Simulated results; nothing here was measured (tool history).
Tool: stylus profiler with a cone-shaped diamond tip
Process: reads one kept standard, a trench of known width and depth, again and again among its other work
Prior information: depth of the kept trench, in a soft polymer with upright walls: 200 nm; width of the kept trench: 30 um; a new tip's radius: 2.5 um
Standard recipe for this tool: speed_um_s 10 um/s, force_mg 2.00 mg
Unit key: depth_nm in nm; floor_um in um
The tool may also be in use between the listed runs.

{"run": 1, "hour": 0.0, "speed_um_s": 10, "force_mg": 2.0, "depth_nm": 202.07, "floor_um": 27.91}
{"run": 2, "hour": 8.9, "speed_um_s": 10, "force_mg": 2.0, "depth_nm": 201.94, "floor_um": 27.96}
{"run": 3, "hour": 29.5, "speed_um_s": 10, "force_mg": 2.0, "depth_nm": 201.89, "floor_um": 28.01}
{"run": 4, "hour": 49.2, "speed_um_s": 10, "force_mg": 2.0, "depth_nm": 201.99, "floor_um": 27.91}
{"run": 5, "hour": 67.2, "speed_um_s": 10, "force_mg": 2.0, "depth_nm": 201.97, "floor_um": 28.0}
{"run": 6, "hour": 80.4, "speed_um_s": 15, "force_mg": 2.0, "depth_nm": 201.97, "floor_um": 27.93}
{"run": 7, "hour": 95.2, "speed_um_s": 15, "force_mg": 2.0, "depth_nm": 201.97, "floor_um": 27.93}
{"run": 8, "hour": 112.9, "speed_um_s": 10, "force_mg": 4.91, "depth_nm": 203.59, "floor_um": 27.93}
{"run": 9, "hour": 133.1, "speed_um_s": 10, "force_mg": 4.91, "depth_nm": 203.55, "floor_um": 28.01}
{"run": 10, "hour": 149.5, "speed_um_s": 10, "force_mg": 1.01, "depth_nm": 201.27, "floor_um": 27.95}
{"run": 11, "hour": 158.1, "speed_um_s": 10, "force_mg": 1.01, "depth_nm": 201.17, "floor_um": 27.97}
{"run": 12, "hour": 175.3, "speed_um_s": 10, "force_mg": 2.0, "depth_nm": 201.96, "floor_um": 27.93}
{"run": 13, "hour": 187.3, "speed_um_s": 10, "force_mg": 2.0, "depth_nm": 201.93, "floor_um": 27.99}
{"run": 14, "hour": 196.9, "speed_um_s": 10, "force_mg": 2.0, "depth_nm": 201.96, "floor_um": 27.88}
{"run": 15, "hour": 209.4, "speed_um_s": 10, "force_mg": 2.0, "depth_nm": 202.0, "floor_um": 28.01}
{"run": 16, "hour": 229.6, "speed_um_s": 10, "force_mg": 2.0, "depth_nm": 202.0, "floor_um": 27.95}
{"run": 17, "hour": 242.6, "speed_um_s": 10, "force_mg": 2.0, "depth_nm": 201.86, "floor_um": 27.95}

For run 18, what comes out?
{"run": 18, "hour": 255.2, "speed_um_s": 3, "force_mg": 2.35, "depth_nm": "?", "floor_um": "?"}

{"run 18": {"depth_nm": 202.19, "floor_um": 28.02}}
Minus the tool's unlogged condition, the same run would have read depth_nm 202.19 nm, floor_um 28.03 um.
